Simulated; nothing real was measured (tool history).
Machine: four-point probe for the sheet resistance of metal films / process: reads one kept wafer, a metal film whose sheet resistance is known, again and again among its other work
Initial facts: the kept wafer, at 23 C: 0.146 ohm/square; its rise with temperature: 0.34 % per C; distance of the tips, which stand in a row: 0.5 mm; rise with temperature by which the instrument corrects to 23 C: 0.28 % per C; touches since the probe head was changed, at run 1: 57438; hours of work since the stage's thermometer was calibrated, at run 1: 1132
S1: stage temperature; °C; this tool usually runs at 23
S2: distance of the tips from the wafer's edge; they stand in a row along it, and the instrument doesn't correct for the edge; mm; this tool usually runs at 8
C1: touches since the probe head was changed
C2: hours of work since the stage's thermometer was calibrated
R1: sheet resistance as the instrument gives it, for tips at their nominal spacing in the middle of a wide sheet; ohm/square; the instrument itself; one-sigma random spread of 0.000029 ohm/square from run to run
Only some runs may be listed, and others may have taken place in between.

run   hour  S1  S2     C1    C2        R1
  1      0  23   8  57438  1132  0.146411
  2   44.9  23   4  60399  1167  0.147366
  3  103.2  23   8  64248  1213  0.146505
  4  149.9  23   8  67330  1250  0.146542
     153.7  -- stage's thermometer calibrated
  5    209  23   8  71201    44   0.14656
  6  236.3  28   8  72999    65  0.147014
     250.3  -- new probe head fitted
  7    285  24  34   2286   103  0.146628
  8  321.5  24  34   4697   131  0.146663
  9  377.8  30  13   8412   176   0.14735
     402.3  -- stage's thermometer calibrated, once more
 10  423.3  26   4  11385    17  0.148304
 11  460.1  31  38  13812    46  0.147529

Here are 5 independent what-if runs from the current tool condition. What would each one return?
  A  502.9  26  38  16639  79   ?
  B  502.9  23   8  16639  79   ?
  C  502.9  30  57  16639  79   ?
  D  502.9  23  23  16639  79   ?
  E  502.9  22   8  16639  79   ?

run        R1
  A  0.147157
  B  0.147162
  C  0.147517
  D  0.146948
  E  0.147034
With no hidden state in the tool, these same runs would have given:
run        R1
  A  0.146283
  B  0.146289
  C  0.146641
  D  0.146075
  E  0.146161

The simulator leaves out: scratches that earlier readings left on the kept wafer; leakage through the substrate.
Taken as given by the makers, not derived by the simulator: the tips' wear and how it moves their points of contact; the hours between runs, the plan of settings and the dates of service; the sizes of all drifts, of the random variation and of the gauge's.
